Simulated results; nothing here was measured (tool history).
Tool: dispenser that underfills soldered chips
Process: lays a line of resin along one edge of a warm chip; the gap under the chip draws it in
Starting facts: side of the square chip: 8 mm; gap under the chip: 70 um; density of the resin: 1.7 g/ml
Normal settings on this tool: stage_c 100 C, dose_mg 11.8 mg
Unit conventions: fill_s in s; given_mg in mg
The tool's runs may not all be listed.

Run 1, hour 0.0: usual settings. Result: fill_s 24.7 s, given_mg 11.27 mg.
At hour 6.1: new syringe of resin.
Run 2, hour 8.9: usual settings. Result: fill_s 23.4 s, given_mg 11.15 mg.
At hour 15.7: new syringe of resin.
Run 3, hour 16.4: usual settings. Result: fill_s 21.5 s, given_mg 11.20 mg.
At hour 25.5: new syringe of resin.
Run 4, hour 27.0: usual settings. Result: fill_s 23.3 s, given_mg 11.06 mg.
Run 5, hour 34.0: usual settings. Result: fill_s 31.3 s, given_mg 10.95 mg.
At hour 35.9: new syringe of resin.
Run 6, hour 41.1: usual settings. Result: fill_s 27.0 s, given_mg 10.94 mg.
At hour 46.3: new syringe of resin.
Run 7, hour 48.9: usual settings. Result: fill_s 24.7 s, given_mg 10.83 mg.
At hour 56.4: dispensing valve cleaned and set on the balance.
At hour 57.6: new syringe of resin.
Run 8, hour 57.6: usual settings but stage_c 103 C, dose_mg 15.3 mg. Result: fill_s 18.1 s, given_mg 15.22 mg.
Run 9, hour 63.6: usual settings but stage_c 97 C, dose_mg 12.0 mg. Result: fill_s 32.2 s, given_mg 12.04 mg.
At hour 67.6: new syringe of resin.
Run 10, hour 71.8: usual settings but stage_c 97 C, dose_mg 12.0 mg. Result: fill_s 28.7 s, given_mg 11.85 mg.
At hour 77.2: new syringe of resin.
Run 11, hour 83.0: usual settings but stage_c 97 C, dose_mg 12.0 mg. Result: fill_s 31.5 s, given_mg 11.80 mg.
At hour 87.2: new syringe of resin.
Run 12, hour 92.0: usual settings but stage_c 97 C, dose_mg 12.0 mg. Result: fill_s 29.8 s, given_mg 11.71 mg.
At hour 97.4: new syringe of resin.
Run 13, hour 104.1: usual settings but stage_c 109 C, dose_mg 12.0 mg. Result: fill_s 20.1 s, given_mg 11.65 mg.

4 options for the next run, each taken on its own from the tool as it stands now. Forecast them:
At hour 107.6: new syringe of resin.
Run A, hour 115.9: usual settings but stage_c 104 C, dose_mg 10.1 mg. Result: fill_s ?, given_mg ?.
At hour 107.6: new syringe of resin.
Run B, hour 115.9: usual settings but stage_c 90 C, dose_mg 11.4 mg. Result: fill_s ?, given_mg ?.
At hour 107.6: new syringe of resin.
Run C, hour 115.9: usual settings but stage_c 114 C, dose_mg 10.1 mg. Result: fill_s ?, given_mg ?.
At hour 107.6: new syringe of resin.
Run D, hour 115.9: usual settings but stage_c 111 C, dose_mg 13.9 mg. Result: fill_s ?, given_mg ?.

run  fill_s  given_mg
  A    26.8      9.71
  B    48.8     11.04
  C    18.1      9.92
  D    20.0     13.32
Without the tool's unlogged condition, the same runs would have read:
run  fill_s  given_mg
  A    16.7     10.04
  B    30.4     11.41
  C    11.2     10.26
  D    12.7     13.77
